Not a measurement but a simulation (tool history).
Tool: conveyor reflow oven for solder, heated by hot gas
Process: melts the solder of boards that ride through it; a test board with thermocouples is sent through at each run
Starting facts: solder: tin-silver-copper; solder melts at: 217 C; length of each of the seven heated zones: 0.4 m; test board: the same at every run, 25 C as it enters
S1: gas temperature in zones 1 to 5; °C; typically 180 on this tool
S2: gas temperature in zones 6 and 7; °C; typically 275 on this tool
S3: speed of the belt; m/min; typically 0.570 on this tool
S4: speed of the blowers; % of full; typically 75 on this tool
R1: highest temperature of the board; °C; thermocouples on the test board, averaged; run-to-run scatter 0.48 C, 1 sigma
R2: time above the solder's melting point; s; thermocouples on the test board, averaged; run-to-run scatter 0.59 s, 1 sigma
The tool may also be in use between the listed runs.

run	hour	S1	S2	S3	S4	R1	R2
1	0.0	180	275	0.570	75	262.2	72.2
2	10.6	192	275	0.570	75	263.9	79.2
3	21.2	192	275	0.570	75	263.4	79.2
4	35.0	180	275	0.486	75	265.7	88.5
5	45.6	180	275	0.486	75	265.4	88.4
6	61.4	180	275	0.570	75	261.7	72.2
7	78.2	176	281	0.537	72	267.3	79.9
8	100.7	168	275	0.570	52	254.9	61.6
9	125.2	168	275	0.570	52	255.3	61.9
10	135.9	180	275	0.605	60	256.7	63.5
11	153.4	180	279	0.536	75	266.9	79.9

5 ways to go on from here, each from the tool as it stands after run 11. What would each give?
A	175.7	193	275	0.588	75	?	?
B	175.7	171	281	0.536	75	?	?
C	175.7	180	289	0.678	56	?	?
D	175.7	180	279	0.621	76	?	?
E	175.7	180	275	0.594	75	?	?

run	R1	R2
A	261.7	75.8
B	266.7	76.6
C	262.6	60.0
D	262.2	66.1
E	260.0	68.0
Stripped of hidden state, with their random variation kept, the same runs would have yielded:
run	R1	R2
A	261.6	75.6
B	266.6	76.4
C	262.6	59.9
D	262.2	65.9
E	260.0	67.9
